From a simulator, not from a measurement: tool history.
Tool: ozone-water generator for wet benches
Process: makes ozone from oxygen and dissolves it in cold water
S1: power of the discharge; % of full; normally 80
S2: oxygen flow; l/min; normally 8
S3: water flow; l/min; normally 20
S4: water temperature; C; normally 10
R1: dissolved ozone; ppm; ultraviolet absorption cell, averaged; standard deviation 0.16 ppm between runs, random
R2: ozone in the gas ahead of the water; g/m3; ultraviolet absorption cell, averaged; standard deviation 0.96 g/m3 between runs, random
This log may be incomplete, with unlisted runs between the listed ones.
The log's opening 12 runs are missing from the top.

| run | hour | S1 | S2 | S3 | S4 | R1 | R2 |
|---|---|---|---|---|---|---|---|
| 13 | 1244.9 | 80 | 8 | 20 | 10 | 19.9 | 168.9 |
| 14 | 1364.6 | 80 | 8 | 20 | 8 | 20.4 | 167.7 |
| 15 | 1489.2 | 80 | 8 | 20 | 8 | 20.6 | 166.2 |
| 16 | 1597.8 | 80 | 8 | 20 | 8 | 20.5 | 167.5 |
| 17 | 1660.5 | 80 | 8 | 20 | 8 | 20.3 | 167.4 |
| 18 | 1738.1 | 80 | 11.16 | 20 | 6 | 21 | 139.7 |
| 19 | 1821 | 80 | 11.16 | 20 | 6 | 20.8 | 141.4 |
|  | 1914.8 | gauge calibrated |
| 20 | 1949.3 | 80 | 11.16 | 20 | 6 | 20.7 | 138.2 |
| 21 | 2084.6 | 80 | 13.87 | 24 | 10 | 16.8 | 123.5 |
| 22 | 2166.5 | 80 | 13.87 | 24 | 10 | 16.9 | 123 |
| 23 | 2248.7 | 80 | 13.87 | 24 | 10 | 16.8 | 123.5 |
| 24 | 2329.6 | 80 | 13.87 | 24 | 10 | 17.1 | 123.4 |
| 25 | 2464.3 | 82 | 12.61 | 24 | 14 | 16.2 | 133.4 |
| 26 | 2564 | 82 | 12.61 | 24 | 14 | 16.1 | 130.8 |
| 27 | 2662.2 | 80 | 4.16 | 20 | 14 | 18.3 | 236.2 |
| 28 | 2778.7 | 80 | 11.92 | 20 | 8 | 19.9 | 135.1 |
| 29 | 2867.4 | 80 | 11.92 | 20 | 8 | 19.8 | 135.5 |
| 30 | 2999.6 | 80 | 11.61 | 20 | 9 | 19.5 | 137.2 |
| 31 | 3121.3 | 80 | 11.61 | 12 | 9 | 26.1 | 135.8 |
| 32 | 3220.3 | 80 | 8 | 20 | 7 | 20.8 | 167.8 |

Consider 5 possible next runs. They are alternatives, not a sequence: every one starts from the tool as it was left by run 32. What does each give?
| A | 3317.3 | 80 | 14.4 | 20 | 10 | ? | ? |
| B | 3317.3 | 80 | 9.29 | 20 | 7 | ? | ? |
| C | 3317.3 | 80 | 8 | 20 | 8 | ? | ? |
| D | 3317.3 | 80 | 8 | 20 | 14 | ? | ? |
| E | 3317.3 | 44 | 8 | 20 | 7 | ? | ? |

| run | R1 | R2 |
|---|---|---|
| A | 18.7 | 123.6 |
| B | 20.7 | 155.4 |
| C | 20.6 | 167.1 |
| D | 18.7 | 168.3 |
| E | 14.3 | 116.4 |
Had the tool no hidden state, the same runs would have come out as:
| run | R1 | R2 |
|---|---|---|
| A | 18.8 | 121.3 |
| B | 20.8 | 152.5 |
| C | 20.7 | 163.9 |
| D | 18.8 | 165.1 |
| E | 14.4 | 114.1 |
